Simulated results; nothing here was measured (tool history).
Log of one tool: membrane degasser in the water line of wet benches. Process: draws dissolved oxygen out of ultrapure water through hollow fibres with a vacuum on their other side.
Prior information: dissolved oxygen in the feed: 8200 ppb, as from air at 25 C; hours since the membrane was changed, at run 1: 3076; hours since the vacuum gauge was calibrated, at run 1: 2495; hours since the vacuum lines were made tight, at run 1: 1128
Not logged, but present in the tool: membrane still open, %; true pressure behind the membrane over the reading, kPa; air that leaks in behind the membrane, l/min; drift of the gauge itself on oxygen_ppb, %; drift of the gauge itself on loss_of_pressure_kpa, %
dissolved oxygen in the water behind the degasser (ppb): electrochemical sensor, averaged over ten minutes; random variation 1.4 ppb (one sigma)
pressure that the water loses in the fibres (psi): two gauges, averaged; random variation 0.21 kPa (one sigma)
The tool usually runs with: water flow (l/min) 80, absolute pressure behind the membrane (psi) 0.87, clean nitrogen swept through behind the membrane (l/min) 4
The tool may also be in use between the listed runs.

run	hour	water flow (l/min)	absolute pressure behind the membrane (psi)	clean nitrogen swept through behind the membrane (l/min)	hours since the membrane was changed	hours since the vacuum gauge was calibrated	hours since the vacuum lines were made tight	dissolved oxygen in the water behind the degasser (ppb)	pressure that the water loses in the fibres (psi)
1	0	80	0.87	4	3076	2495	1128	141.8	7.487
2	89.7	80	0.87	1.86	3166	2585	1217	257.8	7.455
3	154.9	58	0.87	1.86	3231	2650	1283	197.4	5.445
4	284.6	65	0.87	4	3361	2780	1412	115.7	6.077
5	428.9	65	0.87	7.17	3505	2924	1557	71.1	6.103
6	525.7	70	0.87	7.17	3602	3021	1653	77.7	6.534
7	629.5	70	0.87	7.17	3706	3125	1757	77.3	6.588
8	727.3	70	0.87	7.17	3803	3222	1855	76.8	6.611
9	821.9	80	1.681	4	3898	3317	1950	381.6	7.548
10	941	80	1.681	4	4017	3436	2069	381.2	7.603
11	1073	80	1.681	4	4149	3568	2201	384.9	7.539
12	1172.3	114	0.87	4	4248	3667	2300	219.1	10.802
13	1246.3	114	1.371	4	4322	3741	2374	413.7	10.821
# hour 1269.3: vacuum gauge calibrated
14	1350.5	114	1.371	4	4426	81	2478	399.4	10.85
15	1418.1	80	0.87	9.02	4494	149	2545	73.5	7.613
16	1524.1	80	0.87	9.02	4600	255	2651	72.1	7.632
17	1668.9	49	0.954	9.02	4744	400	2796	47	4.662
18	1764.4	49	0.954	9.02	4840	495	2892	48	4.724
19	1851.5	49	0.954	9.02	4927	582	2979	46.7	4.68
20	1965.6	80	0.743	5.08	5041	696	3093	82.7	7.702
21	2059.8	80	0.925	3.41	5135	791	3187	176.1	7.7
22	2152.7	76	0.87	4	5228	883	3280	130.7	7.245
23	2302.1	102	0.535	3.26	5378	1033	3429	66.2	9.791
24	2426.4	102	0.569	3.26	5502	1157	3554	81.1	9.783
25	2525.6	80	1.102	4	5601	1256	3653	207.6	7.704
26	2663.5	80	1.102	4	5739	1394	3791	212.2	7.709
27	2786.2	80	1.102	2.76	5862	1517	3913	283.1	7.758
28	2854	75	0.703	4.37	5930	1585	3981	79	7.253
29	2921.5	53	1.205	10.71	5997	1652	4049	66.1	5.14
30	3062.3	80	0.831	4.03	6138	1793	4189	128.2	7.78
31	3132.1	72	1.033	11.53	6208	1863	4259	71.1	6.979

Pick out some run-to-run changes in dissolved oxygen in the water behind the degasser (ppb). Of each, how much would a tool without hidden state show as well, from the settings, what came in and chance, and how much is left for the hidden state and any gauge scatter not in both results compared?
Run 1 -> 2: clean nitrogen swept through behind the membrane (l/min) 4 -> 1.86. dissolved oxygen in the water behind the degasser (ppb) +116: hidden state +6.9, all else +109.1.
Run 8 -> 9: water flow (l/min) 70 -> 80, absolute pressure behind the membrane (psi) 0.87 -> 1.681, clean nitrogen swept through behind the membrane (l/min) 7.17 -> 4. dissolved oxygen in the water behind the degasser (ppb) +304.8: hidden state +5.1, all else +299.7.
Run 11 -> 12: water flow (l/min) 80 -> 114, absolute pressure behind the membrane (psi) 1.681 -> 0.87. dissolved oxygen in the water behind the degasser (ppb) -165.8: hidden state +9.9, all else -175.7.
Run 13 -> 14: vacuum gauge calibrated. dissolved oxygen in the water behind the degasser (ppb) -14.3: hidden state -12.6, all else -1.7.
Run 14 -> 15: water flow (l/min) 114 -> 80, absolute pressure behind the membrane (psi) 1.371 -> 0.87, clean nitrogen swept through behind the membrane (l/min) 4 -> 9.02. dissolved oxygen in the water behind the degasser (ppb) -325.9: hidden state -5, all else -320.9.
Run 27 -> 28: water flow (l/min) 80 -> 75, absolute pressure behind the membrane (psi) 1.102 -> 0.703, clean nitrogen swept through behind the membrane (l/min) 2.76 -> 4.37. dissolved oxygen in the water behind the degasser (ppb) -204.1: hidden state -1.8, all else -202.3.
